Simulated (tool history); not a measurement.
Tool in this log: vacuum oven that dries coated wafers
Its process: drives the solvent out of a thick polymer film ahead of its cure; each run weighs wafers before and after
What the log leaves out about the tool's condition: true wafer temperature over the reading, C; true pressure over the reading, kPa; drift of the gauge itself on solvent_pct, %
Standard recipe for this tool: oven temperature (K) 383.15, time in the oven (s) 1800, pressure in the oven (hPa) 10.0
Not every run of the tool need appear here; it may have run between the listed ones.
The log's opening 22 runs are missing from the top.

| run | hour | oven temperature (K) | time in the oven (s) | pressure in the oven (hPa) | hours of work since the thermocouples were calibrated | hours of work since the vacuum gauge was cleaned of residue | solvent left in the film (%) |
|---|---|---|---|---|---|---|---|
| 23 | 257.3 | 378.15 | 1560 | 26.2 | 1128 | 486 | 4.46 |
| 24 | 267.3 | 378.15 | 1560 | 26.2 | 1135 | 493 | 4.43 |
| 25 | 281.1 | 378.15 | 2940 | 32.8 | 1144 | 502 | 2.59 |
| 26 | 289.2 | 390.15 | 1500 | 16.2 | 1150 | 508 | 1.18 |
| 27 | 304.8 | 390.15 | 1500 | 16.2 | 1161 | 519 | 1.17 |
| 28 | 314.1 | 381.15 | 2940 | 17.6 | 1167 | 525 | 1.30 |
| 29 | 321.1 | 397.15 | 2640 | 10.0 | 1172 | 530 | 0.36 |
| 30 | 337.2 | 388.15 | 1800 | 10.0 | 1183 | 541 | 0.92 |
| 31 | 344.3 | 388.15 | 1800 | 10.0 | 1188 | 546 | 0.92 |

Predict each of these 5 candidate next runs independently; none follows another, all start after run 31:
| A | 352.6 | 393.15 | 1440 | 12.0 | 1194 | 552 | ? |
| B | 352.6 | 383.15 | 1800 | 7.7 | 1194 | 552 | ? |
| C | 352.6 | 383.15 | 1800 | 20.8 | 1194 | 552 | ? |
| D | 352.6 | 381.15 | 1680 | 10.0 | 1194 | 552 | ? |
| E | 352.6 | 388.15 | 1800 | 10.0 | 1194 | 552 | ? |

| run | solvent left in the film (%) |
|---|---|
| A | 0.77 |
| B | 1.64 |
| C | 2.19 |
| D | 2.42 |
| E | 0.91 |
What these runs would have given with no unlogged condition in the tool:
| run | solvent left in the film (%) |
|---|---|
| A | 0.95 |
| B | 2.09 |
| C | 2.68 |
| D | 3.02 |
| E | 1.14 |
